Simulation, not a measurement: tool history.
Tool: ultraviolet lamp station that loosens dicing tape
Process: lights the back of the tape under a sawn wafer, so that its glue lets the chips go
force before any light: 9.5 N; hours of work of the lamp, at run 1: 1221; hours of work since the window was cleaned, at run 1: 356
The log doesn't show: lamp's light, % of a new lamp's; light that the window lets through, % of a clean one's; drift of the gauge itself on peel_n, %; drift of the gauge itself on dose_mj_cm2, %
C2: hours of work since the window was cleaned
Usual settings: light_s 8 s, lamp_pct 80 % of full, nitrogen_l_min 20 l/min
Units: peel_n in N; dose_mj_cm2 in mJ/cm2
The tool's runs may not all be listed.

Run 1, day 0: usual settings; hours of work of the lamp 1221; C2 356. Result: peel_n 0.726 N, dose_mj_cm2 290 mJ/cm2.
Run 2, day 1.579: usual settings; hours of work of the lamp 1248; C2 383. Result: peel_n 0.757 N, dose_mj_cm2 289 mJ/cm2.
Run 3, day 3.717: usual settings; hours of work of the lamp 1286; C2 421. Result: peel_n 0.761 N, dose_mj_cm2 280 mJ/cm2.
Run 4, day 5.9: usual settings; hours of work of the lamp 1324; C2 459. Result: peel_n 0.815 N, dose_mj_cm2 282 mJ/cm2.
At day 7.55: window cleaned of glue's vapour.
Run 5, day 8.121: usual settings; hours of work of the lamp 1363; C2 10. Result: peel_n 0.868 N, dose_mj_cm2 262 mJ/cm2.
Run 6, day 9.325: usual settings; hours of work of the lamp 1384; C2 31. Result: peel_n 0.898 N, dose_mj_cm2 262 mJ/cm2.
Run 7, day 11.608: usual settings; hours of work of the lamp 1424; C2 71. Result: peel_n 0.885 N, dose_mj_cm2 261 mJ/cm2.
Run 8, day 12.954: usual settings; hours of work of the lamp 1448; C2 95. Result: peel_n 0.929 N, dose_mj_cm2 260 mJ/cm2.
Run 9, day 14.417: usual settings; hours of work of the lamp 1473; C2 120. Result: peel_n 0.941 N, dose_mj_cm2 258 mJ/cm2.
Run 10, day 16.312: usual settings; hours of work of the lamp 1506; C2 154. Result: peel_n 0.975 N, dose_mj_cm2 254 mJ/cm2.
Run 11, day 17.458: usual settings; hours of work of the lamp 1527; C2 174. Result: peel_n 1.003 N, dose_mj_cm2 251 mJ/cm2.
Run 12, day 19.829: usual settings; hours of work of the lamp 1568; C2 215. Result: peel_n 1.023 N, dose_mj_cm2 247 mJ/cm2.
Run 13, day 20.938: usual settings; hours of work of the lamp 1588; C2 235. Result: peel_n 0.999 N, dose_mj_cm2 245 mJ/cm2.
At day 21.321: window cleaned of glue's vapour, once more.
Run 14, day 22.225: usual settings; hours of work of the lamp 1610; C2 16. Result: peel_n 0.917 N, dose_mj_cm2 269 mJ/cm2.
Run 15, day 24.554: usual settings; hours of work of the lamp 1651; C2 57. Result: peel_n 0.876 N, dose_mj_cm2 263 mJ/cm2.
At day 26.062: lamp changed.
Run 16, day 26.679: usual settings but light_s 15 s, lamp_pct 69 % of full, nitrogen_l_min 24 l/min; hours of work of the lamp 11; C2 93. Result: peel_n 0.109 N, dose_mj_cm2 658 mJ/cm2.
Run 17, day 28.229: usual settings but light_s 15 s, lamp_pct 69 % of full, nitrogen_l_min 22 l/min; hours of work of the lamp 38; C2 120. Result: peel_n 0.119 N, dose_mj_cm2 655 mJ/cm2.
Run 18, day 30.233: usual settings but light_s 10 s, lamp_pct 94 % of full, nitrogen_l_min 30 l/min; hours of work of the lamp 73; C2 156. Result: peel_n 0.112 N, dose_mj_cm2 587 mJ/cm2.
Run 19, day 32.042: usual settings but light_s 14 s, lamp_pct 89 % of full; hours of work of the lamp 105; C2 187. Result: peel_n 0.116 N, dose_mj_cm2 772 mJ/cm2.
Run 20, day 34.183: usual settings but light_s 7 s, lamp_pct 66 % of full; hours of work of the lamp 142; C2 225. Result: peel_n 0.782 N, dose_mj_cm2 286 mJ/cm2.
Run 21, day 36.262: usual settings but light_s 11 s, lamp_pct 88 % of full, nitrogen_l_min 6 l/min; hours of work of the lamp 179; C2 261. Result: peel_n 0.457 N, dose_mj_cm2 584 mJ/cm2.
Run 22, day 38.367: usual settings but light_s 11 s, lamp_pct 88 % of full, nitrogen_l_min 6 l/min; hours of work of the lamp 216; C2 298. Result: peel_n 0.475 N, dose_mj_cm2 573 mJ/cm2.
Run 23, day 40.604: usual settings but nitrogen_l_min 8 l/min; hours of work of the lamp 255; C2 337. Result: peel_n 0.973 N, dose_mj_cm2 377 mJ/cm2.
Run 24, day 42.017: usual settings but nitrogen_l_min 8 l/min; hours of work of the lamp 280; C2 362. Result: peel_n 0.987 N, dose_mj_cm2 376 mJ/cm2.
Run 25, day 44.112: usual settings but light_s 4 s, lamp_pct 62 % of full; hours of work of the lamp 317; C2 399. Result: peel_n 2.566 N, dose_mj_cm2 145 mJ/cm2.
Run 26, day 45.658: usual settings but light_s 6 s, lamp_pct 70 % of full; hours of work of the lamp 344; C2 426. Result: peel_n 1.092 N, dose_mj_cm2 241 mJ/cm2.
Run 27, day 46.638: usual settings but light_s 6 s, lamp_pct 89 % of full, nitrogen_l_min 17 l/min; hours of work of the lamp 361; C2 443. Result: peel_n 0.765 N, dose_mj_cm2 304 mJ/cm2.
Run 28, day 48.75: usual settings but light_s 11 s, lamp_pct 99 % of full, nitrogen_l_min 14 l/min; hours of work of the lamp 398; C2 480. Result: peel_n 0.165 N, dose_mj_cm2 608 mJ/cm2.
At day 49.217: window cleaned of glue's vapour.
Run 29, day 49.808: usual settings but lamp_pct 98 % of full, nitrogen_l_min 29 l/min; hours of work of the lamp 416; C2 10. Result: peel_n 0.167 N, dose_mj_cm2 460 mJ/cm2.
Run 30, day 51.642: usual settings but light_s 4 s, lamp_pct 87 % of full, nitrogen_l_min 29 l/min; hours of work of the lamp 448; C2 43. Result: peel_n 1.171 N, dose_mj_cm2 204 mJ/cm2.

5 ways to go on from here, each from the tool as it stands after run 30. What would each give?
Run A, day 53.429: usual settings but lamp_pct 79 % of full; hours of work of the lamp 480; C2 74. Result: peel_n ?, dose_mj_cm2 ?.
Run B, day 53.429: usual settings but lamp_pct 90 % of full, nitrogen_l_min 9 l/min; hours of work of the lamp 480; C2 74. Result: peel_n ?, dose_mj_cm2 ?.
Run C, day 53.429: usual settings but light_s 11 s; hours of work of the lamp 480; C2 74. Result: peel_n ?, dose_mj_cm2 ?.
Run D, day 53.429: usual settings but lamp_pct 63 % of full, nitrogen_l_min 35 l/min; hours of work of the lamp 480; C2 74. Result: peel_n ?, dose_mj_cm2 ?.
Run E, day 53.429: usual settings but light_s 10 s, lamp_pct 79 % of full, nitrogen_l_min 29 l/min; hours of work of the lamp 480; C2 74. Result: peel_n ?, dose_mj_cm2 ?.

run  peel_n  dose_mj_cm2
  A   0.422          358
  B    0.69          419
  C   0.182          508
  D   0.437          293
  E   0.174          450
Without the tool's hidden state the same runs would have given:
run  peel_n  dose_mj_cm2
  A   0.315          400
  B   0.524          469
  C   0.148          568
  D   0.327          327
  E   0.143          504
